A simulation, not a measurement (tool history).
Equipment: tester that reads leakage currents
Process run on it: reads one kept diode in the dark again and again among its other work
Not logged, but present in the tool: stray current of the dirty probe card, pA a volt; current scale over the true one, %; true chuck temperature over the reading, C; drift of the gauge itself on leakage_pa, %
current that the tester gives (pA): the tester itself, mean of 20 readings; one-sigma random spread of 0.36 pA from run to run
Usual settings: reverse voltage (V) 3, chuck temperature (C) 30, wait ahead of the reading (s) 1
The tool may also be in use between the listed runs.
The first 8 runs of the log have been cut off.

run	hour	reverse voltage (V)	chuck temperature (C)	wait ahead of the reading (s)	hours of work since the probe card was cleaned	hours of work since the tester was calibrated	hours of work since the chuck was calibrated	current that the tester gives (pA)
9	516	11.3	30	1	2108	2476	850	230.48
10	553.4	3	30	1	2130	2498	872	142.17
11	608.5	3	30	1	2162	2530	904	143.54
12	656.6	1.08	30	1	2190	2558	933	101.34
13	704.7	1.08	30	1	2218	2586	961	102.51
14	743.1	1.08	30	1	2241	2608	983	102.77
15	795.8	3	30	1	2272	2639	1014	147.36
# hour 805.1: chuck's temperature calibrated
16	845.1	3	30	1	2299	2667	23	122.22
17	897.2	3	30	1	2330	2697	54	122.44
18	981.3	2.39	30	1	2379	2746	103	113.88
19	1024.3	3	30	1.21	2404	2772	128	124.6
20	1063.2	3	30	1.21	2427	2794	151	125.08
21	1144.8	3	59	0.72	2474	2842	199	1082.12

Run 22 comes next. What will it give?
22	1185.2	3	59	0.72	2498	2866	222	?

{"run 22": {"current that the tester gives (pA)": 1086.15}}
Were there no unlogged condition in the tool, this run, its random variation unchanged, would have produced current that the tester gives (pA) 1058.5.
